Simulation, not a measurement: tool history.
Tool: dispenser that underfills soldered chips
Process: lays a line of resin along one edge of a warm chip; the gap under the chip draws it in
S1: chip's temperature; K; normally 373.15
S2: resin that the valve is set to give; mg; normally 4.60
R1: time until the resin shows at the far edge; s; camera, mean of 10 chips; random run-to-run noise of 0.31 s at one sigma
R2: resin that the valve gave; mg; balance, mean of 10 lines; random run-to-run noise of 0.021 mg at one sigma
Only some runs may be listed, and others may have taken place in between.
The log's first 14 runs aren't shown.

{"hour": 84.3, "done": "new syringe of resin"}
{"run": 15, "hour": 89.8, "S1": 376.15, "S2": 4.6, "R1": 8.9, "R2": 4.23}
{"hour": 96.3, "done": "dispensing valve cleaned and set on the balance"}
{"run": 16, "hour": 97.9, "S1": 381.15, "S2": 4.6, "R1": 10.0, "R2": 4.59}
{"hour": 100.7, "done": "new syringe of resin"}
{"run": 17, "hour": 101.5, "S1": 373.15, "S2": 4.6, "R1": 8.5, "R2": 4.6}
{"run": 18, "hour": 106.8, "S1": 373.15, "S2": 4.6, "R1": 10.0, "R2": 4.57}
{"run": 19, "hour": 114.6, "S1": 361.15, "S2": 4.6, "R1": 18.8, "R2": 4.56}
{"hour": 116.1, "done": "new syringe of resin"}
{"run": 20, "hour": 121.0, "S1": 382.15, "S2": 4.49, "R1": 7.2, "R2": 4.45}
{"run": 21, "hour": 127.0, "S1": 382.15, "S2": 4.49, "R1": 8.6, "R2": 4.43}
{"hour": 131.3, "done": "new syringe of resin"}
{"run": 22, "hour": 133.0, "S1": 382.15, "S2": 5.6, "R1": 6.4, "R2": 5.5}
{"run": 23, "hour": 138.1, "S1": 382.15, "S2": 5.6, "R1": 7.5, "R2": 5.46}
{"run": 24, "hour": 142.8, "S1": 385.15, "S2": 4.01, "R1": 9.3, "R2": 3.95}
{"hour": 146.9, "done": "new syringe of resin"}
{"run": 25, "hour": 150.3, "S1": 363.15, "S2": 5.27, "R1": 11.6, "R2": 5.1}
{"run": 26, "hour": 154.0, "S1": 373.15, "S2": 5.41, "R1": 10.6, "R2": 5.25}
{"run": 27, "hour": 161.4, "S1": 366.15, "S2": 4.6, "R1": 16.3, "R2": 4.44}
{"hour": 162.4, "done": "new syringe of resin"}
{"run": 28, "hour": 168.2, "S1": 373.15, "S2": 4.37, "R1": 10.2, "R2": 4.24}
{"run": 29, "hour": 174.0, "S1": 373.15, "S2": 4.37, "R1": 12.8, "R2": 4.2}
{"hour": 177.8, "done": "new syringe of resin"}
{"run": 30, "hour": 181.9, "S1": 380.15, "S2": 4.04, "R1": 7.8, "R2": 3.88}
{"run": 31, "hour": 189.3, "S1": 382.15, "S2": 5.47, "R1": 9.6, "R2": 5.24}
{"hour": 193.4, "done": "new syringe of resin"}
{"run": 32, "hour": 196.5, "S1": 382.15, "S2": 4.02, "R1": 7.2, "R2": 3.86}
{"run": 33, "hour": 203.8, "S1": 382.15, "S2": 4.41, "R1": 9.4, "R2": 4.17}
{"hour": 208.8, "done": "new syringe of resin"}
{"run": 34, "hour": 211.6, "S1": 381.15, "S2": 4.82, "R1": 7.5, "R2": 4.52}
{"run": 35, "hour": 215.8, "S1": 359.15, "S2": 5.23, "R1": 16.0, "R2": 4.94}
{"run": 36, "hour": 220.5, "S1": 359.15, "S2": 5.23, "R1": 18.4, "R2": 4.9}
{"hour": 224.1, "done": "new syringe of resin"}
{"run": 37, "hour": 226.1, "S1": 381.15, "S2": 5.43, "R1": 6.9, "R2": 5.08}

Branching from run 37: 3 alternative next runs. What would each branch give?
{"run": "A", "hour": 232.2, "S1": 372.15, "S2": 4.38, "R1": "?", "R2": "?"}
{"run": "B", "hour": 232.2, "S1": 378.15, "S2": 4.27, "R1": "?", "R2": "?"}
{"run": "C", "hour": 232.2, "S1": 373.15, "S2": 4.05, "R1": "?", "R2": "?"}

run=A R1=12.0 R2=4.09
run=B R1=10.0 R2=4.00
run=C R1=11.0 R2=3.79
Without the tool's unlogged condition, the same runs would have read:
run=A R1=8.4 R2=4.37
run=B R1=7.0 R2=4.27
run=C R1=7.5 R2=4.05
